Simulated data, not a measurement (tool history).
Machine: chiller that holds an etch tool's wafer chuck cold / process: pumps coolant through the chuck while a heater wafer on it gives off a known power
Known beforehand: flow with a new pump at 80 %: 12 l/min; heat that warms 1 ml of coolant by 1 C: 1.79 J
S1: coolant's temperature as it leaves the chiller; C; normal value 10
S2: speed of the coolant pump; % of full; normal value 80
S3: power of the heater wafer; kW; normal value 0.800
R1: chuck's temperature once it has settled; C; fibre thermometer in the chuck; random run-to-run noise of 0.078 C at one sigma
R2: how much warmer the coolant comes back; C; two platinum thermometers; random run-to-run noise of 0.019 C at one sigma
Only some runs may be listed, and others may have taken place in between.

Run 1, hour 0.0: usual settings. Result: R1 17.65 C, R2 2.31 C.
Run 2, hour 49.7: usual settings but S2 93 % of full. Result: R1 16.76 C, R2 1.93 C.
Run 3, hour 132.2: usual settings but S2 93 % of full. Result: R1 16.94 C, R2 2.00 C.
Run 4, hour 213.7: usual settings but S2 93 % of full. Result: R1 16.87 C, R2 1.99 C.
Run 5, hour 286.5: usual settings but S2 93 % of full. Result: R1 16.92 C, R2 1.97 C.
Run 6, hour 367.9: usual settings but S2 93 % of full. Result: R1 16.89 C, R2 1.97 C.
Run 7, hour 463.6: usual settings but S2 93 % of full. Result: R1 17.03 C, R2 1.98 C.
Run 8, hour 512.1: usual settings but S1 19 C. Result: R1 26.58 C, R2 2.33 C.
Run 9, hour 601.5: usual settings but S2 95 % of full. Result: R1 16.88 C, R2 1.95 C.
Run 10, hour 705.3: usual settings but S2 95 % of full. Result: R1 16.87 C, R2 1.95 C.
Run 11, hour 770.7: usual settings but S2 95 % of full. Result: R1 16.84 C, R2 1.96 C.
Run 12, hour 867.8: usual settings but S2 95 % of full. Result: R1 16.97 C, R2 1.96 C.
At hour 890.0: chiller's thermometer calibrated.
Run 13, hour 946.2: usual settings but S2 95 % of full. Result: R1 16.70 C, R2 1.95 C.
Run 14, hour 1033.9: usual settings but S2 95 % of full, S3 0.902 kW. Result: R1 17.45 C, R2 2.24 C.
Run 15, hour 1125.0: usual settings but S2 95 % of full, S3 0.655 kW. Result: R1 15.65 C, R2 1.60 C.
Run 16, hour 1191.2: usual settings. Result: R1 17.63 C, R2 2.36 C.
Run 17, hour 1236.7: usual settings but S1 7 C, S3 0.920 kW. Result: R1 15.67 C, R2 2.70 C.
Run 18, hour 1278.4: usual settings but S3 0.706 kW. Result: R1 16.71 C, R2 2.10 C.
Run 19, hour 1322.0: usual settings but S1 9 C, S2 71 % of full, S3 0.695 kW. Result: R1 16.11 C, R2 2.35 C.

Expected results for the next run?
Run 20, hour 1385.5: usual settings but S1 3 C, S2 88 % of full, S3 0.434 kW. Result: R1 ?, R2 ?.

Logged for run 20: R1 6.95 C, R2 1.16 C.
If the tool had no hidden condition, the same run with the same run-to-run variation would have returned R1 6.39 C, R2 1.09 C.

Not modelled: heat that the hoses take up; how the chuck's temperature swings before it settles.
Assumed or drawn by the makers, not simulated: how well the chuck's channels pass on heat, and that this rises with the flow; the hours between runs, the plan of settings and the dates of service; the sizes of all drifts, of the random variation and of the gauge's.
